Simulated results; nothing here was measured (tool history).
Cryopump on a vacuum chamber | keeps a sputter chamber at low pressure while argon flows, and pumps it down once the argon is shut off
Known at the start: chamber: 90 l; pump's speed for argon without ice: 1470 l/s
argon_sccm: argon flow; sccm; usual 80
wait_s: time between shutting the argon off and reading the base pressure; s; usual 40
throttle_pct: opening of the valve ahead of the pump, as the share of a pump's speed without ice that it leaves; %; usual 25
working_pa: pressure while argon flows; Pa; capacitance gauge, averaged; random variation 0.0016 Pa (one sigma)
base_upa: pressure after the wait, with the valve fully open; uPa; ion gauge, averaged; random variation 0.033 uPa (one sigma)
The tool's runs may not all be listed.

run	hour	argon_sccm	wait_s	throttle_pct	working_pa	base_upa
1	0	80	40	25	0.3724	2.03
2	14.1	80	40	25	0.3696	2
3	24.6	112	40	25	0.516	1.93
4	35.2	80	40	25	0.3682	1.92
5	47.4	80	40	25	0.3726	2
6	63.9	80	40	25	0.3735	1.97
7	79.5	80	40	25	0.3685	1.99
8	94	80	40	25	0.3695	2
9	103.2	56	40	25	0.2624	2.05
10	111.2	56	40	25	0.2606	1.99
11	125.5	56	40	25	0.263	2.08
12	140.5	80	40	25	0.3708	1.98
13	149.6	34	40	15	0.2625	2.03
14	163.1	34	40	15	0.263	2.01
15	175.2	34	36	17	0.2306	2.21
16	186.8	89	202	27	0.386	0.81
17	203.1	108	72	27	0.4712	1.39
18	212.3	80	40	38	0.2495	2.13
19	220.8	102	40	20	0.5955	2.06
20	229.2	102	40	54	0.2268	2.11
21	239.7	65	99	32	0.24	1.18
22	254	86	45	25	0.4052	1.89
23	266.3	86	45	25	0.4067	1.9

Hidden state or all else? Some run-to-run changes of working_pa, split into what the settings, what came in and random variation would give without the hidden state, and what is left for the hidden state (with any gauge scatter that isn't in both results):
The hidden state here: pump's speed, % of a pump's without ice; cold plate's temperature, K; leak into the chamber, uPa l/s; drift of the gauge itself on working_pa, %; drift of the gauge itself on base_upa, %.
Run 15 -> 16: argon_sccm 34 -> 89, wait_s 36 -> 202, throttle_pct 17 -> 27. working_pa +0.1554 Pa: hidden state +0.0047, all else +0.1507.
Run 18 -> 19: argon_sccm 80 -> 102, throttle_pct 38 -> 20. working_pa +0.346 Pa: hidden state +0.0023, all else +0.3437.
Run 19 -> 20: throttle_pct 20 -> 54. working_pa -0.3687 Pa: hidden state +0.0003, all else -0.369.
Run 20 -> 21: argon_sccm 102 -> 65, wait_s 40 -> 99, throttle_pct 54 -> 32. working_pa +0.0132 Pa: hidden state -0.0034, all else +0.0166.
